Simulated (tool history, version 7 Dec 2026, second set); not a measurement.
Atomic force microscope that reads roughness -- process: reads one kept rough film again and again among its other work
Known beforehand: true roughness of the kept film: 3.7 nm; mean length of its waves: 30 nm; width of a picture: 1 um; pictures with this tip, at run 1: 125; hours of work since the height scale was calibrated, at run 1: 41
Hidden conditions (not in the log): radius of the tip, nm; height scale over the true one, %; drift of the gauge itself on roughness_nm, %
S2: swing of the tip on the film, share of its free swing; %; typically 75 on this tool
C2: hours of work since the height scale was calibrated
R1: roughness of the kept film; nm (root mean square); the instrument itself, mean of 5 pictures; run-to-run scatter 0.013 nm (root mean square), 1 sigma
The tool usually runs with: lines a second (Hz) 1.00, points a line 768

{"run": 1, "hour": 0.0, "lines a second (Hz)": 1.0, "S2": 75, "points a line": 768, "pictures with this tip": 125, "C2": 41, "R1": 2.811}
{"run": 2, "hour": 18.2, "lines a second (Hz)": 1.0, "S2": 75, "points a line": 768, "pictures with this tip": 147, "C2": 52, "R1": 2.753}
{"run": 3, "hour": 38.7, "lines a second (Hz)": 1.0, "S2": 75, "points a line": 768, "pictures with this tip": 172, "C2": 64, "R1": 2.695}
{"hour": 48.6, "done": "new tip fitted"}
{"run": 4, "hour": 50.9, "lines a second (Hz)": 1.0, "S2": 75, "points a line": 768, "pictures with this tip": 3, "C2": 70, "R1": 3.138}
{"run": 5, "hour": 74.2, "lines a second (Hz)": 1.0, "S2": 89, "points a line": 768, "pictures with this tip": 31, "C2": 84, "R1": 2.813}
{"run": 6, "hour": 98.1, "lines a second (Hz)": 2.77, "S2": 75, "points a line": 768, "pictures with this tip": 60, "C2": 98, "R1": 2.602}
{"run": 7, "hour": 119.6, "lines a second (Hz)": 1.0, "S2": 75, "points a line": 868, "pictures with this tip": 86, "C2": 111, "R1": 2.917}
{"run": 8, "hour": 140.4, "lines a second (Hz)": 1.0, "S2": 75, "points a line": 868, "pictures with this tip": 112, "C2": 123, "R1": 2.828}
{"run": 9, "hour": 158.6, "lines a second (Hz)": 1.0, "S2": 75, "points a line": 768, "pictures with this tip": 133, "C2": 133, "R1": 2.804}
{"run": 10, "hour": 180.5, "lines a second (Hz)": 1.79, "S2": 75, "points a line": 768, "pictures with this tip": 160, "C2": 146, "R1": 2.591}
{"hour": 200.4, "done": "new tip fitted"}
{"run": 11, "hour": 201.6, "lines a second (Hz)": 1.79, "S2": 75, "points a line": 768, "pictures with this tip": 1, "C2": 158, "R1": 2.955}
{"hour": 203.8, "done": "height scale calibrated on a step standard"}
{"run": 12, "hour": 219.6, "lines a second (Hz)": 1.0, "S2": 75, "points a line": 768, "pictures with this tip": 22, "C2": 9, "R1": 3.074}
{"run": 13, "hour": 235.3, "lines a second (Hz)": 1.0, "S2": 75, "points a line": 657, "pictures with this tip": 41, "C2": 18, "R1": 2.997}
{"hour": 252.9, "done": "height scale calibrated on a step standard, once more"}
{"run": 14, "hour": 256.7, "lines a second (Hz)": 1.0, "S2": 75, "points a line": 768, "pictures with this tip": 65, "C2": 2, "R1": 2.946}
{"run": 15, "hour": 277.2, "lines a second (Hz)": 0.51, "S2": 75, "points a line": 768, "pictures with this tip": 90, "C2": 14, "R1": 2.997}
{"run": 16, "hour": 290.8, "lines a second (Hz)": 0.94, "S2": 75, "points a line": 307, "pictures with this tip": 107, "C2": 22, "R1": 2.847}
{"run": 17, "hour": 315.5, "lines a second (Hz)": 0.76, "S2": 57, "points a line": 530, "pictures with this tip": 137, "C2": 37, "R1": 2.944}
{"run": 18, "hour": 326.0, "lines a second (Hz)": 2.35, "S2": 62, "points a line": 530, "pictures with this tip": 149, "C2": 43, "R1": 2.715}
{"run": 19, "hour": 341.1, "lines a second (Hz)": 2.35, "S2": 62, "points a line": 530, "pictures with this tip": 168, "C2": 52, "R1": 2.707}
{"hour": 354.9, "done": "new tip fitted"}
{"run": 20, "hour": 358.7, "lines a second (Hz)": 1.91, "S2": 75, "points a line": 273, "pictures with this tip": 4, "C2": 62, "R1": 2.883}
{"run": 21, "hour": 371.2, "lines a second (Hz)": 0.89, "S2": 75, "points a line": 336, "pictures with this tip": 20, "C2": 69, "R1": 3.057}
{"run": 22, "hour": 388.5, "lines a second (Hz)": 2.75, "S2": 82, "points a line": 336, "pictures with this tip": 41, "C2": 79, "R1": 2.414}
{"run": 23, "hour": 400.1, "lines a second (Hz)": 1.38, "S2": 75, "points a line": 909, "pictures with this tip": 55, "C2": 86, "R1": 2.891}
{"run": 24, "hour": 423.4, "lines a second (Hz)": 3.1, "S2": 75, "points a line": 909, "pictures with this tip": 83, "C2": 99, "R1": 2.527}
{"run": 25, "hour": 443.1, "lines a second (Hz)": 1.11, "S2": 85, "points a line": 909, "pictures with this tip": 107, "C2": 111, "R1": 2.671}
{"run": 26, "hour": 454.0, "lines a second (Hz)": 0.62, "S2": 89, "points a line": 768, "pictures with this tip": 120, "C2": 117, "R1": 2.759}
{"run": 27, "hour": 477.4, "lines a second (Hz)": 1.6, "S2": 75, "points a line": 580, "pictures with this tip": 148, "C2": 131, "R1": 2.626}
{"run": 28, "hour": 488.9, "lines a second (Hz)": 1.0, "S2": 68, "points a line": 768, "pictures with this tip": 162, "C2": 138, "R1": 2.807}
{"hour": 506.4, "done": "new tip fitted"}
{"run": 29, "hour": 511.3, "lines a second (Hz)": 1.0, "S2": 75, "points a line": 297, "pictures with this tip": 6, "C2": 151, "R1": 3.074}
{"run": 30, "hour": 530.8, "lines a second (Hz)": 0.58, "S2": 85, "points a line": 496, "pictures with this tip": 29, "C2": 162, "R1": 3.058}

Forecast each of these 5 alternatives for the next run:
{"run": "A", "hour": 549.7, "lines a second (Hz)": 2.44, "S2": 72, "points a line": 359, "pictures with this tip": 52, "C2": 173, "R1": "?"}
{"run": "B", "hour": 549.7, "lines a second (Hz)": 3.46, "S2": 72, "points a line": 579, "pictures with this tip": 52, "C2": 173, "R1": "?"}
{"run": "C", "hour": 549.7, "lines a second (Hz)": 0.58, "S2": 58, "points a line": 419, "pictures with this tip": 52, "C2": 173, "R1": "?"}
{"run": "D", "hour": 549.7, "lines a second (Hz)": 1.0, "S2": 75, "points a line": 530, "pictures with this tip": 52, "C2": 173, "R1": "?"}
{"run": "E", "hour": 549.7, "lines a second (Hz)": 0.83, "S2": 87, "points a line": 457, "pictures with this tip": 52, "C2": 173, "R1": "?"}

run=A R1=2.715
run=B R1=2.559
run=C R1=3.186
run=D R1=2.979
run=E R1=2.861
Take away the tool's hidden state, keep each run's random variation, and the runs would have read:
run=A R1=2.857
run=B R1=2.693
run=C R1=3.353
run=D R1=3.135
run=E R1=3.011
